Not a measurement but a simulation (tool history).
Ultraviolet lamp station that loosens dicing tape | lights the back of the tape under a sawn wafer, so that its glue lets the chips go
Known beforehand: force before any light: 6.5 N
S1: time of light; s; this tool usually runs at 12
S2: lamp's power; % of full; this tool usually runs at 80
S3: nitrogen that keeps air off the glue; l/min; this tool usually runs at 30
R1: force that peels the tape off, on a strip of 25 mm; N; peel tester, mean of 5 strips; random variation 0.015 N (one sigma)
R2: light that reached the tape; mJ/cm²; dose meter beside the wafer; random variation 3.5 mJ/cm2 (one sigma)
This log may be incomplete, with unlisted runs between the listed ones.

run,hour,S1,S2,S3,R1,R2
1,0,12,80,30,0.71,590
2,16.4,20,80,30,0.215,975
3,30.1,20,80,30,0.199,966
4,58.7,12,80,30,0.731,588
5,82.5,12,95,30,0.493,696
6,106.7,12,71,30,0.943,521
7,130,12,80,30,0.747,587
8,145.6,12,80,41,0.6,585
9,175.7,12,80,30,0.751,585
10,203.8,12,80,30,0.747,581
11,221.9,12,80,30,0.757,586
12,235.5,12,80,30,0.759,588
13,251.9,12,80,30,0.745,587
14,283.8,12,80,30,0.72,588
15,312.6,12,80,30,0.728,580
16,341.2,12,80,30,0.733,585
17,367.3,12,80,30,0.758,591
18,384.6,12,80,30,0.714,588
# hour 390.6: window cleaned of glue's vapour
19,418.6,12,80,30,0.732,584
20,446.6,12,80,18,1.004,582
21,469.2,12,80,18,1.031,581
22,484.8,15,80,30,0.437,729
23,503.7,9,83,13,1.731,454
24,529.6,9,83,13,1.754,456
25,559.9,8,96,9,2.098,467
26,591.7,8,99,24,1.237,484
27,605.8,8,99,24,1.227,488
28,631.5,8,80,24,1.663,393
29,647.5,8,74,29,1.695,364
30,664.4,8,74,29,1.753,360
31,686.4,8,96,29,1.188,460

The next listed run, before its measurement:
32,706.2,21,80,38,?,?

R1: 0.142 N
R2: 1026 mJ/cm²
Without the tool's hidden state the same run would have given R1 0.141 N, R2 1029 mJ/cm².
